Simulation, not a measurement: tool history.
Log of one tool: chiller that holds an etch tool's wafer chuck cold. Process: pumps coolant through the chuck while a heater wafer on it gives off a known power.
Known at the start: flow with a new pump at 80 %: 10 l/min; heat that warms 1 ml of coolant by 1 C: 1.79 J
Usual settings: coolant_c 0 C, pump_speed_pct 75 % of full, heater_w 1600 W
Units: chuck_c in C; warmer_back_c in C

{"run": 1, "hour": 0.0, "coolant_c": 0, "pump_speed_pct": 75, "heater_w": 1600, "chuck_c": 18.2, "warmer_back_c": 5.74}
{"run": 2, "hour": 20.5, "coolant_c": 0, "pump_speed_pct": 75, "heater_w": 1815, "chuck_c": 20.6, "warmer_back_c": 6.48}
{"run": 3, "hour": 49.9, "coolant_c": 0, "pump_speed_pct": 75, "heater_w": 1815, "chuck_c": 20.5, "warmer_back_c": 6.44}
{"run": 4, "hour": 83.5, "coolant_c": 0, "pump_speed_pct": 75, "heater_w": 1815, "chuck_c": 20.6, "warmer_back_c": 6.46}
{"run": 5, "hour": 116.7, "coolant_c": 0, "pump_speed_pct": 75, "heater_w": 1815, "chuck_c": 20.5, "warmer_back_c": 6.44}
{"run": 6, "hour": 154.5, "coolant_c": 0, "pump_speed_pct": 75, "heater_w": 1815, "chuck_c": 20.7, "warmer_back_c": 6.4}
{"run": 7, "hour": 179.4, "coolant_c": 0, "pump_speed_pct": 75, "heater_w": 1600, "chuck_c": 18.1, "warmer_back_c": 5.67}
{"run": 8, "hour": 198.8, "coolant_c": 9, "pump_speed_pct": 75, "heater_w": 1600, "chuck_c": 27.4, "warmer_back_c": 5.59}
{"run": 9, "hour": 230.7, "coolant_c": 0, "pump_speed_pct": 75, "heater_w": 1038, "chuck_c": 11.9, "warmer_back_c": 3.6}
{"run": 10, "hour": 254.9, "coolant_c": 5, "pump_speed_pct": 68, "heater_w": 1565, "chuck_c": 24, "warmer_back_c": 6.03}
{"run": 11, "hour": 299.8, "coolant_c": 3, "pump_speed_pct": 65, "heater_w": 2058, "chuck_c": 28.5, "warmer_back_c": 8.37}
{"run": 12, "hour": 341.0, "coolant_c": 0, "pump_speed_pct": 87, "heater_w": 1600, "chuck_c": 16.6, "warmer_back_c": 4.82}
{"run": 13, "hour": 378.7, "coolant_c": -10, "pump_speed_pct": 84, "heater_w": 1600, "chuck_c": 7, "warmer_back_c": 4.87}
{"run": 14, "hour": 413.1, "coolant_c": -10, "pump_speed_pct": 84, "heater_w": 1600, "chuck_c": 7, "warmer_back_c": 4.92}
{"run": 15, "hour": 438.2, "coolant_c": 8, "pump_speed_pct": 81, "heater_w": 835, "chuck_c": 17.2, "warmer_back_c": 2.56}
{"run": 16, "hour": 479.0, "coolant_c": -1, "pump_speed_pct": 63, "heater_w": 1600, "chuck_c": 19.2, "warmer_back_c": 6.49}

5 ways to go on from here, each from the tool as it stands after run 16. What would each give?
{"run": "A", "hour": 497.6, "coolant_c": -1, "pump_speed_pct": 62, "heater_w": 1600, "chuck_c": "?", "warmer_back_c": "?"}
{"run": "B", "hour": 497.6, "coolant_c": 0, "pump_speed_pct": 81, "heater_w": 1600, "chuck_c": "?", "warmer_back_c": "?"}
{"run": "C", "hour": 497.6, "coolant_c": 0, "pump_speed_pct": 69, "heater_w": 1600, "chuck_c": "?", "warmer_back_c": "?"}
{"run": "D", "hour": 497.6, "coolant_c": -7, "pump_speed_pct": 68, "heater_w": 1966, "chuck_c": "?", "warmer_back_c": "?"}
{"run": "E", "hour": 497.6, "coolant_c": -3, "pump_speed_pct": 75, "heater_w": 1156, "chuck_c": "?", "warmer_back_c": "?"}

run=A chuck_c=19.4 warmer_back_c=6.64
run=B chuck_c=17.3 warmer_back_c=5.04
run=C chuck_c=19.2 warmer_back_c=5.94
run=D chuck_c=16.7 warmer_back_c=7.45
run=E chuck_c=10.2 warmer_back_c=3.93
Without the tool's hidden state the same runs would have given:
run=A chuck_c=19.3 warmer_back_c=6.89
run=B chuck_c=17.3 warmer_back_c=5.29
run=C chuck_c=19.2 warmer_back_c=6.18
run=D chuck_c=16.6 warmer_back_c=7.7
run=E chuck_c=10.2 warmer_back_c=4.17
